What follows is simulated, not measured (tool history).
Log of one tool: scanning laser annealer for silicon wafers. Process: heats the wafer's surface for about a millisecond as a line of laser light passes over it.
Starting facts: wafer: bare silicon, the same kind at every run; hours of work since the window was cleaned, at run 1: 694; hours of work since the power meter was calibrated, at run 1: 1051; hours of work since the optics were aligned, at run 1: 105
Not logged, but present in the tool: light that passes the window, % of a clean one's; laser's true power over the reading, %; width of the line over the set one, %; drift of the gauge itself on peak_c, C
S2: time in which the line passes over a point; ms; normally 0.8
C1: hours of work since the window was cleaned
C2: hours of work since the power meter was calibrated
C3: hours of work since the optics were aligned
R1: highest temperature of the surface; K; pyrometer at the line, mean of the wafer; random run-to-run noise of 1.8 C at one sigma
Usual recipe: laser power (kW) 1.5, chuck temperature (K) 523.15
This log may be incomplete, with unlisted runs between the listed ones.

{"run": 1, "day": 0.0, "laser power (kW)": 1.5, "S2": 0.8, "chuck temperature (K)": 523.15, "C1": 694, "C2": 1051, "C3": 105, "R1": 1260.15}
{"run": 2, "day": 2.508, "laser power (kW)": 1.5, "S2": 0.8, "chuck temperature (K)": 523.15, "C1": 726, "C2": 1083, "C3": 137, "R1": 1255.15}
{"day": 3.442, "done": "window over the wafer cleaned"}
{"run": 3, "day": 3.867, "laser power (kW)": 1.5, "S2": 0.8, "chuck temperature (K)": 523.15, "C1": 5, "C2": 1100, "C3": 153, "R1": 1304.15}
{"run": 4, "day": 6.483, "laser power (kW)": 1.5, "S2": 0.8, "chuck temperature (K)": 523.15, "C1": 39, "C2": 1133, "C3": 187, "R1": 1304.15}
{"run": 5, "day": 9.596, "laser power (kW)": 1.5, "S2": 0.8, "chuck temperature (K)": 523.15, "C1": 79, "C2": 1173, "C3": 226, "R1": 1301.15}
{"run": 6, "day": 11.775, "laser power (kW)": 1.5, "S2": 0.8, "chuck temperature (K)": 523.15, "C1": 106, "C2": 1201, "C3": 254, "R1": 1295.15}
{"run": 7, "day": 13.35, "laser power (kW)": 1.5, "S2": 0.8, "chuck temperature (K)": 523.15, "C1": 127, "C2": 1221, "C3": 274, "R1": 1291.15}
{"run": 8, "day": 15.85, "laser power (kW)": 1.5, "S2": 0.8, "chuck temperature (K)": 523.15, "C1": 158, "C2": 1253, "C3": 306, "R1": 1292.15}
{"run": 9, "day": 18.867, "laser power (kW)": 1.5, "S2": 0.8, "chuck temperature (K)": 523.15, "C1": 197, "C2": 1291, "C3": 345, "R1": 1288.15}
{"run": 10, "day": 20.712, "laser power (kW)": 1.5, "S2": 0.8, "chuck temperature (K)": 523.15, "C1": 221, "C2": 1315, "C3": 368, "R1": 1287.15}
{"run": 11, "day": 23.783, "laser power (kW)": 1.5, "S2": 0.8, "chuck temperature (K)": 523.15, "C1": 260, "C2": 1354, "C3": 408, "R1": 1285.15}
{"run": 12, "day": 25.433, "laser power (kW)": 1.5, "S2": 0.8, "chuck temperature (K)": 523.15, "C1": 281, "C2": 1375, "C3": 429, "R1": 1281.15}
{"run": 13, "day": 27.367, "laser power (kW)": 1.5, "S2": 0.567, "chuck temperature (K)": 523.15, "C1": 306, "C2": 1400, "C3": 453, "R1": 1156.15}
{"run": 14, "day": 30.346, "laser power (kW)": 1.5, "S2": 0.567, "chuck temperature (K)": 523.15, "C1": 344, "C2": 1438, "C3": 491, "R1": 1153.15}
{"run": 15, "day": 33.017, "laser power (kW)": 1.5, "S2": 0.803, "chuck temperature (K)": 523.15, "C1": 378, "C2": 1472, "C3": 526, "R1": 1272.15}
{"run": 16, "day": 34.904, "laser power (kW)": 1.5, "S2": 0.8, "chuck temperature (K)": 487.15, "C1": 402, "C2": 1496, "C3": 550, "R1": 1235.15}
{"run": 17, "day": 37.679, "laser power (kW)": 1.5, "S2": 0.8, "chuck temperature (K)": 487.15, "C1": 437, "C2": 1532, "C3": 585, "R1": 1235.15}
{"run": 18, "day": 38.971, "laser power (kW)": 1.5, "S2": 0.8, "chuck temperature (K)": 487.15, "C1": 454, "C2": 1548, "C3": 602, "R1": 1231.15}
{"run": 19, "day": 40.525, "laser power (kW)": 1.5, "S2": 0.8, "chuck temperature (K)": 487.15, "C1": 474, "C2": 1568, "C3": 621, "R1": 1227.15}
{"run": 20, "day": 42.579, "laser power (kW)": 1.5, "S2": 0.8, "chuck temperature (K)": 556.15, "C1": 500, "C2": 1594, "C3": 648, "R1": 1296.15}
{"run": 21, "day": 45.404, "laser power (kW)": 1.545, "S2": 0.715, "chuck temperature (K)": 556.15, "C1": 536, "C2": 1630, "C3": 684, "R1": 1276.15}
{"run": 22, "day": 47.9, "laser power (kW)": 1.504, "S2": 0.6, "chuck temperature (K)": 551.15, "C1": 568, "C2": 1662, "C3": 716, "R1": 1183.15}
{"run": 23, "day": 50.404, "laser power (kW)": 1.536, "S2": 0.6, "chuck temperature (K)": 541.15, "C1": 600, "C2": 1694, "C3": 748, "R1": 1191.15}
{"run": 24, "day": 52.9, "laser power (kW)": 1.609, "S2": 0.876, "chuck temperature (K)": 530.15, "C1": 632, "C2": 1726, "C3": 780, "R1": 1355.15}
{"run": 25, "day": 55.258, "laser power (kW)": 1.609, "S2": 0.876, "chuck temperature (K)": 530.15, "C1": 662, "C2": 1756, "C3": 810, "R1": 1351.15}
{"run": 26, "day": 56.758, "laser power (kW)": 1.609, "S2": 0.876, "chuck temperature (K)": 530.15, "C1": 681, "C2": 1775, "C3": 829, "R1": 1354.15}
{"run": 27, "day": 58.675, "laser power (kW)": 1.422, "S2": 0.8, "chuck temperature (K)": 523.15, "C1": 706, "C2": 1800, "C3": 853, "R1": 1203.15}
{"day": 61.25, "done": "window over the wafer cleaned"}
{"run": 28, "day": 61.379, "laser power (kW)": 1.647, "S2": 0.745, "chuck temperature (K)": 522.15, "C1": 2, "C2": 1833, "C3": 887, "R1": 1350.15}
{"run": 29, "day": 63.875, "laser power (kW)": 1.647, "S2": 0.745, "chuck temperature (K)": 522.15, "C1": 34, "C2": 1865, "C3": 919, "R1": 1345.15}
{"run": 30, "day": 65.488, "laser power (kW)": 1.475, "S2": 0.974, "chuck temperature (K)": 555.15, "C1": 54, "C2": 1886, "C3": 939, "R1": 1388.15}
{"run": 31, "day": 66.871, "laser power (kW)": 1.475, "S2": 0.974, "chuck temperature (K)": 555.15, "C1": 72, "C2": 1903, "C3": 957, "R1": 1385.15}
{"day": 68.633, "done": "optics aligned, line set to its width"}
{"run": 32, "day": 69.738, "laser power (kW)": 1.5, "S2": 0.8, "chuck temperature (K)": 504.15, "C1": 106, "C2": 1937, "C3": 14, "R1": 1282.15}
{"run": 33, "day": 72.25, "laser power (kW)": 1.372, "S2": 0.637, "chuck temperature (K)": 521.15, "C1": 138, "C2": 1969, "C3": 46, "R1": 1138.15}
{"run": 34, "day": 73.608, "laser power (kW)": 1.372, "S2": 0.637, "chuck temperature (K)": 521.15, "C1": 155, "C2": 1987, "C3": 64, "R1": 1142.15}
{"run": 35, "day": 75.467, "laser power (kW)": 1.372, "S2": 0.637, "chuck temperature (K)": 521.15, "C1": 179, "C2": 2010, "C3": 87, "R1": 1139.15}
{"run": 36, "day": 77.5, "laser power (kW)": 1.561, "S2": 0.802, "chuck temperature (K)": 512.15, "C1": 205, "C2": 2036, "C3": 113, "R1": 1320.15}
{"run": 37, "day": 79.342, "laser power (kW)": 1.561, "S2": 0.802, "chuck temperature (K)": 512.15, "C1": 228, "C2": 2060, "C3": 137, "R1": 1313.15}
{"run": 38, "day": 81.738, "laser power (kW)": 1.559, "S2": 0.653, "chuck temperature (K)": 497.15, "C1": 259, "C2": 2091, "C3": 167, "R1": 1217.15}

Had the tool no unlogged condition, and each run kept its random variation, what would the results have been?
run=1 R1=1310.15
run=2 R1=1308.15
run=3 R1=1307.15
run=4 R1=1310.15
run=5 R1=1311.15
run=6 R1=1307.15
run=7 R1=1305.15
run=8 R1=1309.15
run=9 R1=1308.15
run=10 R1=1309.15
run=11 R1=1310.15
run=12 R1=1308.15
run=13 R1=1180.15
run=14 R1=1181.15
run=15 R1=1308.15
run=16 R1=1273.15
run=17 R1=1276.15
run=18 R1=1274.15
run=19 R1=1271.15
run=20 R1=1343.15
run=21 R1=1325.15
run=22 R1=1228.15
run=23 R1=1240.15
run=24 R1=1420.15
run=25 R1=1419.15
run=26 R1=1425.15
run=27 R1=1263.15
run=28 R1=1366.15
run=29 R1=1364.15
run=30 R1=1410.15
run=31 R1=1409.15
run=32 R1=1291.15
run=33 R1=1147.15
run=34 R1=1153.15
run=35 R1=1151.15
run=36 R1=1338.15
run=37 R1=1334.15
run=38 R1=1238.15

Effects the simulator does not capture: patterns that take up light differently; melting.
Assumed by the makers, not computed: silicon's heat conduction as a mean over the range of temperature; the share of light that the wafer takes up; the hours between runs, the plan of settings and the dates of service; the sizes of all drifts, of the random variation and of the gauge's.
